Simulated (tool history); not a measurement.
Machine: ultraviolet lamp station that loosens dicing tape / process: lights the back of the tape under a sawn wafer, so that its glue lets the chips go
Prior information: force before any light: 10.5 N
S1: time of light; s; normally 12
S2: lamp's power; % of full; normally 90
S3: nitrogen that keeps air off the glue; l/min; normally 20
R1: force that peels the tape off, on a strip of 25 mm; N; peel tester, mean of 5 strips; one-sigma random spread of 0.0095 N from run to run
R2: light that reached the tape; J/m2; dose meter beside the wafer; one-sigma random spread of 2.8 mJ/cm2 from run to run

run,hour,S1,S2,S3,R1,R2
1,0.0,12,90,20,1.108,2430
# hour 16.7: window cleaned of glue's vapour
2,55.6,12,90,20,1.321,2210
3,119.3,12,90,9,2.401,2160
4,174.8,12,90,9,2.532,2160
5,256.7,12,90,9,2.540,2040
6,334.4,12,71,29,1.863,1600
7,409.9,14,90,19,1.250,2340
# hour 423.9: window cleaned of glue's vapour, once more
8,496.0,23,66,20,0.515,3540
9,541.4,23,66,20,0.525,3480
10,632.1,6,90,38,2.496,1190

Consider 4 possible next runs. They are alternatives, not a sequence: every one starts from the tool as it was left by run 10. What does each give?
A,682.3,14,68,27,?,?
B,682.3,6,74,31,?,?
C,682.3,12,67,20,?,?
D,682.3,22,86,37,?,?

run,R1,R2
A,1.162,2100
B,3.426,970
C,1.957,1780
D,0.278,4180
What these runs would have given with no unlogged condition in the tool:
run,R1,R2
A,0.411,3520
B,1.704,1630
C,0.745,2970
D,0.220,6970

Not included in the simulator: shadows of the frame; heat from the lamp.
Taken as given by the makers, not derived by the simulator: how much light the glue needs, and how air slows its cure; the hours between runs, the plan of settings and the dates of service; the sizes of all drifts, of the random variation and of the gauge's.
